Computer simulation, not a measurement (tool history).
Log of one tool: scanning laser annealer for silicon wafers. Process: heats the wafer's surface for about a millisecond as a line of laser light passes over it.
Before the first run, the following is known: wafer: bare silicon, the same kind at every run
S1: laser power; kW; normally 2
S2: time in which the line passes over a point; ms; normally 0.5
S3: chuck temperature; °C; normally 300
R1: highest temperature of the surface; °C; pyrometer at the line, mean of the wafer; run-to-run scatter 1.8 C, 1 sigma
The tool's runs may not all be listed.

run    hour     S1     S2   S3    R1
  1       0      2    0.5  300  1009
  2    43.2      2    0.5  300  1008
  3    99.3      2    0.5  300   998
  4   176.5      2    0.5  274   974
  5   237.3      2    0.5  274   970
  6   303.3  1.716    0.5  300   881
      322.8  -- window over the wafer cleaned
  7   377.1      2    0.5  300  1021
  8   409.7      2    0.5  300  1021
  9   485.8      2    0.5  300  1020
 10   543.3      2    0.5  300  1012
 11   592.5      2    0.5  300  1013
 12   653.9      2    0.5  300  1007
 13   714.5  1.893    0.5  300   964
 14   787.3  1.893    0.5  300   956
 15   837.3  1.893    0.5  300   956
 16   869.3  1.893    0.5  300   958
 17   928.1  1.893    0.5  300   951
      984.2  -- optics aligned, line set to its width
      998.1  -- window over the wafer cleaned
 18  1004.3      2   0.59  300  1110
 19  1078.4      2   0.59  300  1103
 20  1137.1      2   0.54  300  1063
 21    1204  2.051   0.54  300  1079
 22  1264.8  2.051   0.54  300  1073
 23  1312.9  2.051  0.379  327   954
 24  1347.1  2.195  0.379  327  1001
 25  1419.4      2    0.5  293  1002
 26  1475.6      2    0.5  293  1001
 27  1526.4      2    0.5  293   999
 28  1569.6  2.077  0.575  310  1106
 29  1605.6  2.077  0.575  310  1102
     1666.6  -- window over the wafer cleaned
 30  1666.6  2.077  0.517  310  1091
 31  1700.7  2.077  0.416  310   991
 32  1758.6  2.077  0.416  310   992
 33  1835.3  2.077  0.389  284   935
 34  1891.5  1.809  0.496  290   930
 35  1957.4  2.095  0.387  337   984
 36  2033.1  1.996   0.43  322   967
 37  2072.7  1.996  0.554  322  1071
 38  2149.8      2  0.617  300  1097
 39  2190.3  1.785  0.361  263   775
 40  2228.3  1.724   0.38  282   788

Here are 3 independent what-if runs from the current tool condition. What would each one return?
  A  2286.3  1.989  0.592  282   ?
  B  2286.3  2.081  0.579  306   ?
  C  2286.3      2    0.5  269   ?

run    R1
  A  1044
  B  1100
  C   964
Without the tool's hidden state the same runs would have given:
run    R1
  A  1083
  B  1141
  C  1000

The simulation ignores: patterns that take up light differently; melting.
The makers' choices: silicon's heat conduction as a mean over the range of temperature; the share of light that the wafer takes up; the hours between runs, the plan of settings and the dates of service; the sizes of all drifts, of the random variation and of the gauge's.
